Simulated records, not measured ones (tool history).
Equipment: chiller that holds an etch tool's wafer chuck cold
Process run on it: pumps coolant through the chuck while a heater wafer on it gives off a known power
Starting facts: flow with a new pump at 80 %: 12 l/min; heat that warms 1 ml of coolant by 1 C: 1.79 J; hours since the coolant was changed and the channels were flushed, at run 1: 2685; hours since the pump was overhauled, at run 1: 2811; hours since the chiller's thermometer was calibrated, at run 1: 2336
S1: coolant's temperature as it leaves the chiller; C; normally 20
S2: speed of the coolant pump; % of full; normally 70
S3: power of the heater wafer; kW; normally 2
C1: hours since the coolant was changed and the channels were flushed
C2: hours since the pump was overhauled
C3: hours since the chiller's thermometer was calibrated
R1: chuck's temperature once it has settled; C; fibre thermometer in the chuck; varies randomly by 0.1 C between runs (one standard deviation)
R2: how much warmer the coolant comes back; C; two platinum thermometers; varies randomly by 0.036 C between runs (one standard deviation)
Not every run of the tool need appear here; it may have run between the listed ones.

run    hour  S1  S2     S3    C1    C2    C3    R1     R2
  1       0  20  70      2  2685  2811  2336  36.1   6.67
  2    64.7  20  70      2  2750  2876  2401  36.1   6.61
  3     133  20  70      2  2818  2945  2469  36.2   6.58
  4   182.6  20  70  2.353  2868  2994  2519    39   7.79
  5     248  20  70      2  2933  3059  2584  36.2   6.61
  6   302.3  20  70      2  2988  3114  2638  36.1   6.58
  7   370.8  20  70      2  3056  3182  2707  36.1   6.63
  8     428  20  70      2  3113  3239  2764  36.2   6.62
  9   501.9  20  70      2  3187  3313  2838  36.2   6.67
 10   554.9  20  70      2  3240  3366  2891  36.3   6.66
      562.9  -- chiller's thermometer calibrated
 11     606  20  70      2  3290  3416    43  36.3   6.68
 12   645.9  20  70      2  3330  3456    83  36.2   6.65
 13   704.3  20  70      2  3389  3515   141  36.4   6.67
 14   785.2  20  70      2  3470  3596   222  36.2   6.69
 15   820.9  20  70      2  3505  3631   258  36.4   6.69
 16   860.7  20  70      2  3545  3671   298  36.5   6.67
 17   908.6  20  81      2  3593  3719   346  34.7   5.78
 18   954.7  20  81      2  3639  3765   392  34.6   5.82
     1034.6  -- chiller's thermometer calibrated, once more
 19  1040.6  17  70      2  3724  3850     6    34   6.68
 20  1098.4  17  70      2  3782  3908    64  33.9   6.66
 21  1158.3  25  94  1.653  3842  3968   124  36.2   4.18
 22    1196  18  94  1.653  3879  4005   161  29.4   4.08
 23  1281.4  18  94  1.653  3965  4091   247  29.3   4.18
 24  1331.4  16  70      2  4015  4141   297  33.1   6.67
 25  1379.7  16  70      2  4063  4189   345  32.9   6.77
 26  1417.2  27  70  2.121  4101  4227   383  45.2   7.17
 27  1477.3  26  63  2.801  4161  4287   443    52  10.42
 28    1525  26  63  2.801  4209  4335   490  52.1  10.53
 29  1579.2  18  65  1.358  4263  4389   545  30.2   4.91
 30    1667  18  95   2.81  4350  4476   632  37.3   6.98
 31  1730.3  18  95   2.81  4414  4540   696  37.4   7.03

Below, some changes in R1 between adjacent runs. For each, the amount present without the hidden state too (settings, incoming material, random variation) and the amount remaining for the hidden state with gauge scatter not shared by both compared results:
Hidden conditions of the tool in this case: heat passed by the chuck's channels, % of clean ones'; flow at a given pump speed, % of a new pump's; coolant's true temperature over the reading, C; drift of the gauge itself on chuck_c, C; drift of the gauge itself on warmer_back_c, C.
Run 25 -> 26: S1 16 -> 27, S3 2 -> 2.121. R1 +12.3 C: hidden state +0.2, all else +12.1.
Run 26 -> 27: S1 27 -> 26, S2 70 -> 63, S3 2.121 -> 2.801. R1 +6.8 C: hidden state +1.1, all else +5.7.
Run 28 -> 29: S1 26 -> 18, S2 63 -> 65, S3 2.801 -> 1.358. R1 -21.9 C: hidden state -2, all else -19.9.
Run 29 -> 30: S2 65 -> 95, S3 1.358 -> 2.81. R1 +7.1 C: hidden state +1.2, all else +5.9.
